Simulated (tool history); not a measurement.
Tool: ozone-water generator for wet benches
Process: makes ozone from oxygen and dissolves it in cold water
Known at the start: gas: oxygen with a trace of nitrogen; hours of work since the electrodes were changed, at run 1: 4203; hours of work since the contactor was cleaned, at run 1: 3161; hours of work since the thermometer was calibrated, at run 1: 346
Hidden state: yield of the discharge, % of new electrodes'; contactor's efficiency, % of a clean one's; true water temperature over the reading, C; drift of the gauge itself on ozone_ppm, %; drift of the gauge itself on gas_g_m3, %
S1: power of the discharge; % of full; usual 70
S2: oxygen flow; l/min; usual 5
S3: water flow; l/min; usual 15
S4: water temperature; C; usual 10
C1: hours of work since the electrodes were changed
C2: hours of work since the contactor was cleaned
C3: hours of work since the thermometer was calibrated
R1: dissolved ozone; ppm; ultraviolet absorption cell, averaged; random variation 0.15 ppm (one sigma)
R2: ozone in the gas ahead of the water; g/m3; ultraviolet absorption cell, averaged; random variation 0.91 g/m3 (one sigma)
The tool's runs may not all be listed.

run	hour	S1	S2	S3	S4	C1	C2	C3	R1	R2
1	0	70	5	15	10	4203	3161	346	18.6	151.2
2	96.4	70	5	15	10	4276	3234	420	18.5	151.9
3	207.7	70	5	15	10	4361	3319	505	18.7	150.3
4	303.1	46	5	15	10	4434	3392	577	12.8	103.8
5	392.1	46	5	15	10	4502	3460	645	12.9	104.2
6	490.5	46	5	15	10	4577	3535	721	12.8	104.3
7	563.7	46	5	15	10	4633	3591	776	12.7	102.8
8	680.6	46	5	15	10	4722	3681	866	13	104.8
9	817.5	77	5	15	10	4827	3785	970	20.5	164.9
10	887.3	70	5	15	10	4880	3838	1024	18.7	150.7
11	974.3	70	6.25	9	10	4947	3905	1090	24.9	133.4
12	1078.8	70	5.94	15	6	5027	3985	1170	19.6	136.3
13	1153.2	73	5	15	14	5083	4041	1227	18.2	156.4
14	1214	73	5	15	14	5130	4088	1273	18.2	157.6

The next listed run, before its measurement:
15	1326	73	3.44	21	13	5215	4173	1359	?	?

Run 15 gave R1 14 ppm, R2 193.5 g/m3.
Without the tool's hidden state the same run would have given R1 14.1 ppm, R2 193.9 g/m3.
